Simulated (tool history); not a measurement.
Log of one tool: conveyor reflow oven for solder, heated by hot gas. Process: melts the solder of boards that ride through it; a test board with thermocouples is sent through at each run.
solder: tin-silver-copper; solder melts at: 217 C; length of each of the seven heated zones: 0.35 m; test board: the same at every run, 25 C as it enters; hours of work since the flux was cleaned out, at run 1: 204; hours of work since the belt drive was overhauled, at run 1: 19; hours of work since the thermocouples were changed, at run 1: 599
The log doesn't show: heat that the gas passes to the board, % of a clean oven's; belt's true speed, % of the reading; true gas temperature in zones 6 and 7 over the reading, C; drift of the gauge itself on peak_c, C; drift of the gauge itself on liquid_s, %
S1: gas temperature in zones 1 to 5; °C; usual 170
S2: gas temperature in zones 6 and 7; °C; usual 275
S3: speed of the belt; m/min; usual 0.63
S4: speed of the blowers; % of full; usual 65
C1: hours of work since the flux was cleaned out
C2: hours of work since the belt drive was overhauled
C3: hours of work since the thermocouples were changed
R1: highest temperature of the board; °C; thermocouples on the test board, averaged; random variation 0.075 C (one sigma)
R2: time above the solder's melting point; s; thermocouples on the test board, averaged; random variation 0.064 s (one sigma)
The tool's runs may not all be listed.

run   hour   S1   S2     S3  S4   C1   C2    C3      R1     R2
  1      0  170  275   0.63  65  204   19   599  253.21  48.23
  2   29.2  170  275   0.63  65  223   38   618  253.27  48.23
  3   56.8  170  275  0.565  65  241   56   636  257.28  57.24
      63.9  -- flux residue cleaned out of gas plates and filters
  4   87.5  179  275   0.63  65   15   73   652  255.08  52.35
  5  115.6  170  267   0.63  65   34   91   670  246.58  43.73
  6  138.4  170  267   0.63  65   48  106   685  246.49  43.66
  7  158.3  170  267   0.63  65   61  119   698  246.54  43.73
  8  180.7  170  267   0.63  65   76  133   713  246.55  43.77
  9  201.1  170  267   0.63  65   89  146   726  246.58  43.63
 10  214.3  170  267   0.63  65   98  155   735  246.71   43.7
 11  228.1  170  275   0.63  88  107  164   743  261.15  53.92
 12  247.4  170  275   0.63  88  119  176   756  261.05     54
 13  265.2  170  275   0.63  88  131  188   768  261.18  53.94
 14  285.5  170  275   0.63  88  144  201   781  261.03  53.98
 15  315.4  170  275   0.63  88  163  221   800  261.09  53.93
 16  343.1  161  275  0.543  88  181  239   818  264.19  62.53
 17  356.5  161  275   0.55  74  190  247   827  259.84  58.52
 18  375.4  161  275   0.55  74  202  259   839  260.08  58.61
 19  391.5  161  275   0.55  74  213  270   850  260.07   58.5
 20  417.4  163  271  0.552  85  229  287   866  259.65  59.47
     441.6  -- flux residue cleaned out of gas plates and filters
 21  446.9  163  271  0.552  85    3  303   882  259.68  59.39
 22  466.1  170  269  0.502  65   16  315   895  255.67  64.44
 23  491.2  161  280  0.502  56   32  331   911  260.53  63.53
 24  516.3  161  280  0.502  56   48  348   927  260.34  63.61
 25  541.1  161  280  0.502  56   65  364   943  260.37  63.61
 26    566  183  275  0.603  65   81  380   959  257.41   57.7
 27  578.2  180  275  0.603  61   89  388   967  255.27  54.86
 28  592.9  177  275  0.519  65   98  397   977  261.02  67.75
 29  609.7  177  275  0.519  65  109  408   988  261.11   67.8
 30  638.3  177  275  0.519  65  128  427  1006  261.11  67.77

4 ways to go on from here, each from the tool as it stands after run 30. What would each give?
  A  651.6  171  275  0.757  53  136  435  1015   ?   ?
  B  651.6  177  275   0.57  65  136  435  1015   ?   ?
  C  651.6  176  283   0.63  82  136  435  1015   ?   ?
  D  651.6  160  275  0.735  53  136  435  1015   ?   ?

run      R1     R2
  A  238.17  27.62
  B  258.05  59.59
  C  267.33  58.12
  D  236.45  24.78
Without the tool's hidden state the same runs would have given:
run      R1     R2
  A  238.16  27.61
  B  258.03  59.57
  C  267.32   58.1
  D  236.44  24.76
